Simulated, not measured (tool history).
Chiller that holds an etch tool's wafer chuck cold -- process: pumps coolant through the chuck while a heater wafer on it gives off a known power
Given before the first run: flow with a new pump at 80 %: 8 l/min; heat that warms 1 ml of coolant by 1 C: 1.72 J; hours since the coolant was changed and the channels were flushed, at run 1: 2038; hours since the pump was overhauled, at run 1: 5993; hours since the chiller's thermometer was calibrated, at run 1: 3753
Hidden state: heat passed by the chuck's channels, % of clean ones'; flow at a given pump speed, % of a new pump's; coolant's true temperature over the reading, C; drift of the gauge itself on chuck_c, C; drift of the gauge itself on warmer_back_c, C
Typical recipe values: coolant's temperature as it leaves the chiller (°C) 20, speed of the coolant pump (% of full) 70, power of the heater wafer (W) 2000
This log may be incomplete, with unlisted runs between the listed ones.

run    hour  coolant's temperature as it leaves the chiller (°C)  speed of the coolant pump (% of full)  power of the heater wafer (W)  hours since the coolant was changed and the channels were flushed  hours since the pump was overhauled  hours since the chiller's thermometer was calibrated  chuck's temperature once it has settled (°C)  how much warmer the coolant comes back (C)
  1       0                                                   20                                     70                           2000                                                               2038                                 5993                                                  3753                                          39.7                                       10.09
  2    67.2                                                   20                                     70                           2000                                                               2105                                 6060                                                  3821                                          39.8                                        9.99
  3   203.2                                                   20                                     70                           2000                                                               2242                                 6197                                                  3957                                          39.4                                       10.05
      347.4  -- coolant pump overhauled
  4   347.4                                                   20                                     70                           2000                                                               2381                                    0                                                  4096                                          39.7                                       10.06
  5     463                                                   21                                     70                           2000                                                               2496                                  116                                                  4211                                          40.9                                       10.04
      475.2  -- chiller's thermometer calibrated
  6   589.5                                                   21                                     70                           1222                                                               2622                                  241                                                   114                                          32.9                                        6.21
  7   744.6                                                   21                                     75                           1222                                                               2777                                  396                                                   269                                          32.3                                        5.79
  8     845                                                   21                                     75                           1222                                                               2877                                  497                                                   370                                          32.4                                        5.85
  9  1000.2                                                   21                                     75                           1222                                                               3033                                  652                                                   525                                          32.3                                        5.86
 10    1093                                                   21                                     75                           1222                                                               3125                                  745                                                   618                                          32.4                                        5.87
 11  1223.2                                                   20                                     70                           2000                                                               3255                                  875                                                   748                                          39.6                                        10.2
 12    1309                                                   20                                     70                           2000                                                               3341                                  961                                                   834                                          39.7                                       10.25
 13  1374.6                                                   20                                     70                           2000                                                               3407                                 1026                                                   899                                          39.6                                       10.21
 14  1524.5                                                   20                                     70                           2000                                                               3557                                 1176                                                  1049                                          39.6                                       10.25
     1644.8  -- gauge calibrated
 15  1662.8                                                   20                                     70                           2000                                                               3695                                 1314                                                  1188                                          39.7                                          10
 16    1776                                                   20                                     70                           2000                                                               3808                                 1428                                                  1301                                          39.6                                       10.03
 17  1842.3                                                   11                                     70                           2000                                                               3875                                 1494                                                  1367                                          30.7                                       10.13
 18  1971.1                                                   11                                     70                           2819                                                               4003                                 1623                                                  1496                                          38.7                                        14.1
 19  2048.6                                                   11                                     70                           2819                                                               4081                                 1700                                                  1573                                          38.7                                       14.18
 20  2177.9                                                   11                                     70                           2819                                                               4210                                 1829                                                  1703                                          38.8                                       14.26
 21  2310.7                                                   11                                     70                           2819                                                               4343                                 1962                                                  1835                                          38.5                                       14.29
 22  2404.6                                                   28                                     98                           2325                                                               4437                                 2056                                                  1929                                          45.2                                        8.23
 23  2499.6                                                   28                                     98                           2325                                                               4532                                 2151                                                  2024                                          45.1                                        8.25
 24  2626.7                                                   28                                     98                           2325                                                               4659                                 2278                                                  2151                                          44.9                                        8.28
 25    2691                                                   28                                     86                           2375                                                               4723                                 2343                                                  2216                                          47.4                                         9.7
 26  2841.1                                                   15                                     66                           1666                                                               4873                                 2493                                                  2366                                          32.2                                        9.05
 27  2944.6                                                   20                                     68                           2000                                                               4977                                 2596                                                  2469                                            40                                       10.55
 28  3053.3                                                   14                                     83                           2069                                                               5086                                 2705                                                  2578                                          31.5                                        8.85
     3100.1  -- coolant changed, channels flushed
 29  3194.1                                                   14                                     83                           2069                                                                 94                                 2840                                                  2713                                          31.5                                         8.9

What will run 30 give?
     3309.5  -- gauge calibrated
 30  3331.2                                                   29                                     87                           2416                                                                231                                 2977                                                  2850                                             ?                                           ?

chuck's temperature once it has settled (°C): 48.6
how much warmer the coolant comes back (C): 9.54
The same run, on a tool lacking any hidden state, would have yielded chuck's temperature once it has settled (°C) 48.6, how much warmer the coolant comes back (C) 9.53.
